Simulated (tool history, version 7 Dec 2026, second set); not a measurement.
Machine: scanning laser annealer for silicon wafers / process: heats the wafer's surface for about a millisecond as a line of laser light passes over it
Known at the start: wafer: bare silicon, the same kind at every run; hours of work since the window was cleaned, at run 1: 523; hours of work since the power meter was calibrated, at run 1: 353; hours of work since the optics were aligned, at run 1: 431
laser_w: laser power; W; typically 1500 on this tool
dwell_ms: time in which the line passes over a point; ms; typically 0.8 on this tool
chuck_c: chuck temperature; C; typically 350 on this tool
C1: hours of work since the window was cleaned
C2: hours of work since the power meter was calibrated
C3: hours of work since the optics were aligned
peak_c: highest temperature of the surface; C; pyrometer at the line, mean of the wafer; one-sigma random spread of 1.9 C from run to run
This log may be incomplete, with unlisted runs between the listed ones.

run 1 hour=0 | laser_w=1500 dwell_ms=0.8 chuck_c=350 | C1=523 C2=353 C3=431 | peak_c=1105
run 2 hour=25.3 | laser_w=1500 dwell_ms=0.8 chuck_c=376 | C1=534 C2=364 C3=442 | peak_c=1127
run 3 hour=81.4 | laser_w=1500 dwell_ms=0.8 chuck_c=376 | C1=559 C2=389 C3=466 | peak_c=1128
-- hour=111.1 window over the wafer cleaned
run 4 hour=120.4 | laser_w=1500 dwell_ms=0.632 chuck_c=376 | C1=4 C2=405 C3=482 | peak_c=1040
run 5 hour=165.4 | laser_w=1500 dwell_ms=0.8 chuck_c=350 | C1=24 C2=425 C3=502 | peak_c=1090
run 6 hour=199.4 | laser_w=1500 dwell_ms=0.8 chuck_c=350 | C1=38 C2=439 C3=517 | peak_c=1091
run 7 hour=251.6 | laser_w=1500 dwell_ms=0.8 chuck_c=350 | C1=61 C2=462 C3=539 | peak_c=1091
run 8 hour=285.4 | laser_w=1335 dwell_ms=0.8 chuck_c=350 | C1=76 C2=477 C3=554 | peak_c=1013
run 9 hour=332 | laser_w=1335 dwell_ms=0.8 chuck_c=350 | C1=96 C2=497 C3=574 | peak_c=1013
run 10 hour=366.6 | laser_w=1500 dwell_ms=0.8 chuck_c=350 | C1=111 C2=512 C3=589 | peak_c=1086
run 11 hour=424.5 | laser_w=1500 dwell_ms=0.8 chuck_c=350 | C1=137 C2=537 C3=615 | peak_c=1079
-- hour=439.1 window over the wafer cleaned, once more
run 12 hour=471.4 | laser_w=1500 dwell_ms=0.8 chuck_c=350 | C1=14 C2=557 C3=634 | peak_c=1134
run 13 hour=502.1 | laser_w=1500 dwell_ms=0.8 chuck_c=350 | C1=27 C2=570 C3=648 | peak_c=1135
run 14 hour=553.7 | laser_w=1500 dwell_ms=0.8 chuck_c=383 | C1=50 C2=593 C3=670 | peak_c=1165
run 15 hour=586.5 | laser_w=1500 dwell_ms=0.8 chuck_c=383 | C1=64 C2=607 C3=684 | peak_c=1165
run 16 hour=632.7 | laser_w=1500 dwell_ms=0.8 chuck_c=383 | C1=84 C2=627 C3=705 | peak_c=1164
run 17 hour=665.9 | laser_w=1500 dwell_ms=0.8 chuck_c=383 | C1=99 C2=642 C3=719 | peak_c=1161
run 18 hour=699 | laser_w=1500 dwell_ms=0.8 chuck_c=383 | C1=113 C2=656 C3=733 | peak_c=1159
run 19 hour=729.7 | laser_w=1500 dwell_ms=0.8 chuck_c=350 | C1=127 C2=670 C3=747 | peak_c=1124
run 20 hour=767.4 | laser_w=1500 dwell_ms=0.8 chuck_c=354 | C1=143 C2=686 C3=763 | peak_c=1132
run 21 hour=797.1 | laser_w=1500 dwell_ms=0.8 chuck_c=354 | C1=156 C2=699 C3=776 | peak_c=1131
run 22 hour=827.6 | laser_w=1500 dwell_ms=0.8 chuck_c=354 | C1=169 C2=712 C3=789 | peak_c=1126
run 23 hour=866.1 | laser_w=1500 dwell_ms=0.951 chuck_c=366 | C1=186 C2=729 C3=806 | peak_c=1211
run 24 hour=905.8 | laser_w=1439 dwell_ms=0.8 chuck_c=340 | C1=203 C2=746 C3=824 | peak_c=1081
run 25 hour=932.3 | laser_w=1439 dwell_ms=0.8 chuck_c=340 | C1=215 C2=758 C3=835 | peak_c=1082
run 26 hour=973.1 | laser_w=1439 dwell_ms=0.8 chuck_c=340 | C1=233 C2=776 C3=853 | peak_c=1080
run 27 hour=999.6 | laser_w=1500 dwell_ms=0.685 chuck_c=326 | C1=244 C2=787 C3=864 | peak_c=1039
run 28 hour=1031.6 | laser_w=1500 dwell_ms=0.616 chuck_c=375 | C1=258 C2=801 C3=878 | peak_c=1053
run 29 hour=1066.9 | laser_w=1424 dwell_ms=0.98 chuck_c=321 | C1=274 C2=816 C3=894 | peak_c=1127
run 30 hour=1097.3 | laser_w=1495 dwell_ms=0.719 chuck_c=321 | C1=287 C2=830 C3=907 | peak_c=1044
run 31 hour=1126.8 | laser_w=1359 dwell_ms=0.8 chuck_c=385 | C1=300 C2=843 C3=920 | peak_c=1085
run 32 hour=1183.9 | laser_w=1500 dwell_ms=0.947 chuck_c=341 | C1=325 C2=867 C3=945 | peak_c=1167
run 33 hour=1224.8 | laser_w=1513 dwell_ms=0.947 chuck_c=341 | C1=342 C2=885 C3=963 | peak_c=1172
run 34 hour=1265.8 | laser_w=1513 dwell_ms=0.969 chuck_c=341 | C1=360 C2=903 C3=980 | peak_c=1181
run 35 hour=1304.1 | laser_w=1513 dwell_ms=0.969 chuck_c=337 | C1=377 C2=920 C3=997 | peak_c=1178
run 36 hour=1334.9 | laser_w=1580 dwell_ms=0.598 chuck_c=337 | C1=390 C2=933 C3=1010 | peak_c=1028
run 37 hour=1359.3 | laser_w=1494 dwell_ms=0.639 chuck_c=320 | C1=401 C2=944 C3=1021 | peak_c=996
run 38 hour=1402.5 | laser_w=1494 dwell_ms=0.639 chuck_c=320 | C1=420 C2=963 C3=1040 | peak_c=997
run 39 hour=1450.6 | laser_w=1494 dwell_ms=0.639 chuck_c=320 | C1=441 C2=984 C3=1061 | peak_c=992
run 40 hour=1478.7 | laser_w=1494 dwell_ms=0.639 chuck_c=320 | C1=453 C2=996 C3=1073 | peak_c=993
run 41 hour=1533.9 | laser_w=1500 dwell_ms=0.919 chuck_c=326 | C1=477 C2=1020 C3=1097 | peak_c=1132
run 42 hour=1558.1 | laser_w=1527 dwell_ms=0.8 chuck_c=350 | C1=488 C2=1030 C3=1108 | peak_c=1114

What if the next run were any one of these 3? Each begins from the tool's condition after run 42:
run A hour=1595.6 | laser_w=1287 dwell_ms=0.943 chuck_c=371 | C1=504 C2=1047 C3=1124 | peak_c=?
run B hour=1595.6 | laser_w=1500 dwell_ms=0.8 chuck_c=364 | C1=504 C2=1047 C3=1124 | peak_c=?
run C hour=1595.6 | laser_w=1527 dwell_ms=0.8 chuck_c=354 | C1=504 C2=1047 C3=1124 | peak_c=?

run=A peak_c=1073
run=B peak_c=1111
run=C peak_c=1117
Take away the tool's hidden state, keep each run's random variation, and the runs would have read:
run=A peak_c=1110
run=B peak_c=1151
run=C peak_c=1157
